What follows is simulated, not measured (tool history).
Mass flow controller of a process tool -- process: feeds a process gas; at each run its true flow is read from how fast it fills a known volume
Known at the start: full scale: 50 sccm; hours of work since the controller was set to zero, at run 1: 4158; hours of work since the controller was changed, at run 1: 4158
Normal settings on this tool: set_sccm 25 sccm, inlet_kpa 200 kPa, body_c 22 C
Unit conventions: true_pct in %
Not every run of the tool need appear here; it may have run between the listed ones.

run    hour  set_sccm  inlet_kpa  body_c  hours of work since the controller was set to zero  hours of work since the controller was changed  true_pct
  1     0.0        25        200      22                                                4158                                            4158     99.49
  2   223.5        25        200      22                                                4263                                            4263     99.33
  3   390.5         9        200      22                                                4342                                            4342     97.60
  4   617.3        25        204      22                                                4449                                            4449     99.38
  5   924.3        25        204      22                                                4594                                            4594     99.38
  6  1178.9        34        200      22                                                4715                                            4715     99.65
  7  1321.8        34        200      22                                                4782                                            4782     99.69
  8  1459.6        25        155      22                                                4848                                            4848     99.69
  9  1681.2        25        200      24                                                4952                                            4952     99.20
 10  1892.1        25        200      24                                                5052                                            5052     99.18
 11  2101.0        25        200      24                                                5151                                            5151     99.19
 12  2419.7        25        200      24                                                5301                                            5301     99.14
 13  2678.2        25        200      38                                                5424                                            5424     98.34
 14  2936.9        25        200      23                                                5546                                            5546     99.19
 15  3111.8        25        200      23                                                5629                                            5629     99.21
 16  3333.3        25        200      33                                                5733                                            5733     98.69
 17  3510.0        25        200      33                                                5817                                            5817     98.74
 18  3730.4        25        200      33                                                5921                                            5921     98.72
 19  3976.3        10        163      24                                                6037                                            6037     97.13
     3997.8  -- controller's zero set anew
 20  4190.2         5        189      27                                                  91                                            6138     99.84
 21  4391.5         6        200      22                                                 186                                            6233    100.11
 22  4690.6        45        200      39                                                 328                                            6375     99.79
 23  4915.7        25        230      22                                                 434                                            6481    100.52

Run 24 comes next. What will it give?
 24  5129.4        48        229      27                                                 535                                            6582         ?

{"run 24": {"true_pct": 100.48}}
With the hidden condition absent and the run-to-run variation left alone, this run would have shown true_pct 99.80 %.
